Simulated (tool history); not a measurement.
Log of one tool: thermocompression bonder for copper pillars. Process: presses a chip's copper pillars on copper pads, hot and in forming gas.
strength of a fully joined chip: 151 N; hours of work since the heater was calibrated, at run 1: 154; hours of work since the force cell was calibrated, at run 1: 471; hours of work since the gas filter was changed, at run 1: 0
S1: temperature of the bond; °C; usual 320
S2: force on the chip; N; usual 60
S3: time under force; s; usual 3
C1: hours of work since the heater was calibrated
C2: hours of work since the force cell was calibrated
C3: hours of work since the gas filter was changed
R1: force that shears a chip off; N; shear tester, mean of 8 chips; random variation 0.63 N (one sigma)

| run | day | S1 | S2 | S3 | C1 | C2 | C3 | R1 |
|---|---|---|---|---|---|---|---|---|
| 1 | 0 | 320 | 60 | 3 | 154 | 471 | 0 | 104.1 |
| 2 | 0.483 | 320 | 60 | 3 | 161 | 478 | 7 | 104.6 |
| 3 | 0.742 | 320 | 60 | 3 | 165 | 482 | 11 | 103.6 |
| 4 | 1.104 | 320 | 60 | 5 | 171 | 488 | 17 | 117.7 |
| 5 | 1.471 | 320 | 60 | 5 | 176 | 494 | 22 | 117.4 |
| 6 | 1.896 | 320 | 79 | 3 | 183 | 500 | 29 | 121 |
| 7 | 2.112 | 320 | 79 | 3 | 186 | 503 | 32 | 122.4 |
| 8 | 2.467 | 320 | 75 | 3 | 192 | 509 | 38 | 117 |
| 9 | 2.792 | 320 | 60 | 2 | 196 | 514 | 43 | 91.4 |
| 10 | 3.021 | 320 | 67 | 2 | 200 | 517 | 46 | 100 |
| 11 | 3.312 | 320 | 67 | 2 | 204 | 522 | 51 | 100.8 |
| 12 | 3.65 | 320 | 67 | 2 | 210 | 527 | 56 | 99.2 |
| 13 | 4.083 | 320 | 67 | 2 | 216 | 534 | 62 | 99.9 |
| 14 | 4.458 | 320 | 60 | 3 | 222 | 539 | 68 | 102.3 |
| 15 | 4.896 | 320 | 60 | 3 | 229 | 546 | 75 | 101.2 |
| 16 | 5.342 | 342 | 60 | 3 | 235 | 553 | 82 | 116.2 |
| 17 | 5.554 | 320 | 60 | 5 | 239 | 556 | 85 | 114.4 |
|  | 5.638 | force cell calibrated |
| 18 | 5.858 | 320 | 60 | 5 | 242 | 3 | 89 | 112.8 |
| 19 | 6.254 | 320 | 42 | 3 | 248 | 9 | 95 | 72.8 |
| 20 | 6.517 | 320 | 60 | 7 | 252 | 13 | 99 | 120.8 |
| 21 | 6.821 | 320 | 60 | 7 | 257 | 18 | 103 | 119.1 |
| 22 | 7.196 | 326 | 66 | 5 | 263 | 24 | 109 | 119.6 |
| 23 | 7.646 | 320 | 60 | 2 | 270 | 31 | 116 | 87 |
| 24 | 8.062 | 307 | 49 | 3 | 276 | 37 | 122 | 73.5 |
|  | 8.221 | force cell calibrated, once more |
| 25 | 8.375 | 307 | 49 | 3 | 280 | 2 | 126 | 78.1 |
| 26 | 8.833 | 324 | 70 | 4 | 287 | 9 | 133 | 120.8 |
|  | 9.125 | forming gas filter changed |
| 27 | 9.175 | 324 | 70 | 4 | 292 | 14 | 1 | 126.2 |
| 28 | 9.533 | 324 | 70 | 4 | 297 | 20 | 6 | 125.9 |
| 29 | 9.788 | 335 | 60 | 3 | 301 | 24 | 10 | 115.4 |
| 30 | 10.062 | 319 | 37 | 3 | 305 | 28 | 14 | 69.9 |
| 31 | 10.346 | 336 | 44 | 2 | 310 | 32 | 19 | 83.2 |
| 32 | 10.688 | 336 | 49 | 2 | 315 | 37 | 24 | 90.7 |

Run 33 comes next. What will it give?
| 33 | 11.021 | 336 | 49 | 2 | 320 | 43 | 29 | ? |

{"run 33": {"R1": 90.2}}
Without the tool's hidden state the same run would have given R1 92.5 N.

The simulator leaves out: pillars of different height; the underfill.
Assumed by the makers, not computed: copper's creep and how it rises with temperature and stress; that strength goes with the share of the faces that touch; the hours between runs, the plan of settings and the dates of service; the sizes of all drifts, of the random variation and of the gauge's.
